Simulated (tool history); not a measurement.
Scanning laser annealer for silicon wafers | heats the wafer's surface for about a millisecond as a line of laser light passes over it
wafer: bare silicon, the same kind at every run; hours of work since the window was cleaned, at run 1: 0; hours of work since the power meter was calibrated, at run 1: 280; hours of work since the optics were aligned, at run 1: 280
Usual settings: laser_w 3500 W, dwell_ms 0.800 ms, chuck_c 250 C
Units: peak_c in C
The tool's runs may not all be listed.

run   hour  laser_w  dwell_ms  chuck_c  hours of work since the window was cleaned  hours of work since the power meter was calibrated  hours of work since the optics were aligned  peak_c
  1    0.0     3500     0.800      250                                           0                                                 280                                          280    1090
  2   12.7     3500     0.800      250                                           9                                                 289                                          289    1086
  3   29.0     3500     0.675      250                                          21                                                 301                                          301    1024
  4   43.5     3500     0.675      250                                          31                                                 311                                          311    1024
  5   67.6     3500     0.800      250                                          48                                                 329                                          329    1086
  6   81.9     3087     0.800      250                                          59                                                 339                                          339     985
  7  105.8     3087     0.800      250                                          76                                                 356                                          356     987
  8  116.8     3087     0.800      250                                          84                                                 364                                          364     987
  9  127.3     3087     0.800      250                                          91                                                 371                                          371     982
 10  147.7     3087     0.800      250                                         106                                                 386                                          386     983
 11  169.4     3363     0.800      250                                         121                                                 402                                          402    1044
 12  183.8     3500     0.800      275                                         131                                                 412                                          412    1098
 13  207.0     3500     0.800      275                                         148                                                 428                                          428    1097
 14  222.0     3500     0.800      250                                         159                                                 439                                          439    1075
 15  232.6     3500     0.594      250                                         166                                                 447                                          447     969
 16  246.6     3687     0.594      250                                         176                                                 457                                          457    1005
 17  266.3     3687     0.594      250                                         191                                                 471                                          471    1005
 18  289.8     3738     0.800      250                                         207                                                 488                                          488    1124
 19  308.6     3738     0.800      250                                         221                                                 501                                          501    1120
 20  331.4     3500     0.800      250                                         237                                                 517                                          517    1066
 21  344.5     3500     0.800      250                                         246                                                 527                                          527    1064
 22  358.6     3500     0.639      230                                         257                                                 537                                          537     965
 23  382.5     3500     0.639      230                                         274                                                 554                                          554     961
 24  401.6     3500     0.639      230                                         287                                                 568                                          568     961
 25  414.5     3500     0.639      230                                         297                                                 577                                          577     962
 26  432.3     3500     0.639      230                                         309                                                 590                                          590     959
 27  444.6     3044     0.574      211                                         318                                                 598                                          598     816
     448.1  -- window over the wafer cleaned
 28  466.7     3044     0.574      211                                          13                                                 613                                          613     811
 29  489.1     3500     0.866      252                                          29                                                 629                                          629    1080
 30  508.3     3475     0.662      267                                          43                                                 643                                          643     995
 31  523.0     3107     0.800      277                                          54                                                 653                                          653     989
     539.3  -- window over the wafer cleaned, once more
 32  545.8     3107     0.800      277                                           5                                                 668                                          668    1018
 33  569.4     3500     0.800      288                                          22                                                 685                                          685    1119
 34  589.4     3500     0.800      283                                          36                                                 699                                          699    1108
 35  611.9     3359     0.721      227                                          52                                                 715                                          715     987
 36  636.3     3350     0.721      227                                          69                                                 733                                          733     985
 37  658.5     3138     0.800      263                                          85                                                 749                                          749    1003
 38  673.6     3666     0.800      243                                          96                                                 759                                          759    1101
 39  695.7     3091     0.572      232                                         112                                                 775                                          775     854
 40  706.5     3091     0.572      232                                         120                                                 783                                          783     855
 41  729.9     3500     0.898      212                                         136                                                 800                                          800    1073

Measured less the same run without the tool's hidden state. The same run-to-run variation is in both; the gauge's scatter may not be:
The hidden state here: light that passes the window, % of a clean one's; laser's true power over the reading, %; width of the line over the set one, %; drift of the gauge itself on peak_c, C.
run  peak_c
  1      -3
  2      -5
  3      -5
  4      -6
  5      -9
  6      -9
  7     -10
  8     -11
  9     -11
 10     -12
 11     -15
 12     -17
 13     -19
 14     -19
 15     -18
 16     -20
 17     -20
 18     -26
 19     -28
 20     -28
 21     -29
 22     -26
 23     -29
 24     -29
 25     -30
 26     -31
 27     -27
 28     -31
 29     -45
 30     -40
 31     -40
 32      -9
 33     -12
 34     -14
 35     -14
 36     -16
 37     -17
 38     -21
 39     -16
 40     -17
 41     -25

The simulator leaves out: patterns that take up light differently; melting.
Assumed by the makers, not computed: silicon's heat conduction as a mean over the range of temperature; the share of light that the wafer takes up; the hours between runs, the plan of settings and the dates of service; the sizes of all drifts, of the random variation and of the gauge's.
